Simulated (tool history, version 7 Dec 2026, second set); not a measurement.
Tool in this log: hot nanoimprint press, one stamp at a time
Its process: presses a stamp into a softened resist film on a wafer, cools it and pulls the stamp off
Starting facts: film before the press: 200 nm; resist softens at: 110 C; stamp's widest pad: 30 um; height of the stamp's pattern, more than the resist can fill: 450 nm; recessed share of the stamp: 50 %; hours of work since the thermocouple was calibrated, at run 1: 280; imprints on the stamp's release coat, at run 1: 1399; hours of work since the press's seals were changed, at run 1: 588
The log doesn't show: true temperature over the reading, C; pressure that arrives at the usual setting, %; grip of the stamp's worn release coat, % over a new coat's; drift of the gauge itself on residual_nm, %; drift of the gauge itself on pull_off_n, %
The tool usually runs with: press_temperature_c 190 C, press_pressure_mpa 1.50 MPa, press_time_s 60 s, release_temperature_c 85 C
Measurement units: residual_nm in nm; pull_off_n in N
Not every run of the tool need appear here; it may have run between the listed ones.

run	day	press_temperature_c	press_pressure_mpa	press_time_s	release_temperature_c	hours of work since the thermocouple was calibrated	imprints on the stamp's release coat	hours of work since the press's seals were changed	residual_nm	pull_off_n
1	0.000	190	1.50	60	85	280	1399	588	88.6	193
2	1.062	182	1.50	60	85	295	1513	603	118.4	189
3	1.638	190	1.50	100	85	303	1574	611	71.4	193
4	2.775	190	1.50	60	85	320	1696	628	89.0	196
5	3.971	190	1.50	60	85	337	1824	645	89.4	193
6	4.667	190	1.50	60	85	347	1898	655	88.8	193
7	5.517	200	1.50	60	85	359	1989	667	60.2	188
8	6.550	190	1.50	34	85	374	2099	682	108.8	193
# day 6.971: stamp cleaned and given a new release coat
9	8.025	190	1.50	34	85	392	112	700	109.5	185
10	8.779	190	1.50	34	85	403	193	711	109.3	194
# day 9.179: plate thermocouple calibrated
11	9.462	190	2.19	60	85	4	253	719	75.1	190
12	10.196	192	1.50	60	85	15	331	729	82.6	192
13	11.379	192	1.50	76	85	32	458	746	73.9	190
14	12.038	192	1.50	76	85	41	528	756	74.7	192
15	12.825	192	1.50	76	85	53	613	767	75.2	188
16	14.012	192	1.50	76	85	70	739	784	76.1	194
17	14.588	192	1.18	76	85	78	801	793	82.8	190
18	15.204	192	2.20	51	85	87	867	802	74.6	186
19	15.829	187	2.14	115	81	96	934	811	65.7	205
20	16.421	200	2.14	115	81	104	997	819	38.5	203
21	17.079	194	1.50	60	85	114	1067	829	75.8	192
22	17.917	192	1.40	43	70	126	1157	841	98.2	265
23	19.025	190	1.75	60	88	142	1275	857	84.3	181
24	19.754	190	1.75	60	88	153	1353	867	84.1	173
25	20.521	190	1.75	77	88	164	1435	878	74.7	177
26	21.604	190	1.25	60	85	179	1551	894	95.8	190
27	22.521	190	1.25	60	85	193	1649	907	95.9	199
28	23.342	190	1.00	33	91	204	1737	919	126.5	159
29	24.504	190	1.00	114	91	221	1861	936	81.2	157

Predict each of these 3 candidate next runs independently; none follows another, all start after run 29:
A	25.638	200	0.94	60	79	237	1982	952	?	?
B	25.638	190	1.44	60	85	237	1982	952	?	?
C	25.638	194	1.00	114	91	237	1982	952	?	?

run	residual_nm	pull_off_n
A	74.3	224
B	91.2	184
C	69.9	165
Without the tool's hidden state the same runs would have given:
run	residual_nm	pull_off_n
A	74.2	222
B	91.1	183
C	69.9	164
